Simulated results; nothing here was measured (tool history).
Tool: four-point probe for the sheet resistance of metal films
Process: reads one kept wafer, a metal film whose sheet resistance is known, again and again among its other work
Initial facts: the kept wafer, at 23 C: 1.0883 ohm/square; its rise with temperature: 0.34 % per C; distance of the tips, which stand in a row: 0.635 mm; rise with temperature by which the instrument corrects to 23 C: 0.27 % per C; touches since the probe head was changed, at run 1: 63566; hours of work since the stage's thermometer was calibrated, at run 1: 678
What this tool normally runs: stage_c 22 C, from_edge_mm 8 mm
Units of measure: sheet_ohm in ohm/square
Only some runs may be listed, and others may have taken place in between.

run	hour	stage_c	from_edge_mm	touches since the probe head was changed	hours of work since the stage's thermometer was calibrated	sheet_ohm
1	0	22	8	63566	678	1.091771
2	27.3	22	8	64753	693	1.091536
3	55.8	22	8	65992	709	1.091225
4	82.8	22	58	67168	725	1.087679
# hour 88.9: new probe head fitted
5	105.7	22	8	731	737	1.09122
6	127.8	22	8	1693	750	1.091234
7	160.4	22	8	3112	768	1.091308
8	199.1	22	8	4795	790	1.091082
9	218.6	22	8	5641	801	1.090819
10	235.9	22	8	6395	811	1.091038
11	261.2	18	8	7494	825	1.088106
12	299.4	35	12	9153	847	1.099054
13	338.9	25	4	10871	869	1.104516
14	357.5	23	7	11678	880	1.093252
15	393.8	34	53	13258	901	1.096457
16	413.3	25	5	14105	912	1.099571
17	439.9	28	16	15260	927	1.092996
18	472.2	28	16	16665	945	1.093015
19	489.6	22	36	17422	955	1.087548

Below are 4 alternative next runs, each starting from the tool's condition after run 19. Predict each:
A	519.7	22	6	18730	972	?
B	519.7	30	22	18730	972	?
C	519.7	23	12	18730	972	?
D	519.7	20	4	18730	972	?

run	sheet_ohm
A	1.094195
B	1.094225
C	1.089993
D	1.099662
Without the tool's unlogged condition, the same runs would have read:
run	sheet_ohm
A	1.094209
B	1.094238
C	1.090007
D	1.099675

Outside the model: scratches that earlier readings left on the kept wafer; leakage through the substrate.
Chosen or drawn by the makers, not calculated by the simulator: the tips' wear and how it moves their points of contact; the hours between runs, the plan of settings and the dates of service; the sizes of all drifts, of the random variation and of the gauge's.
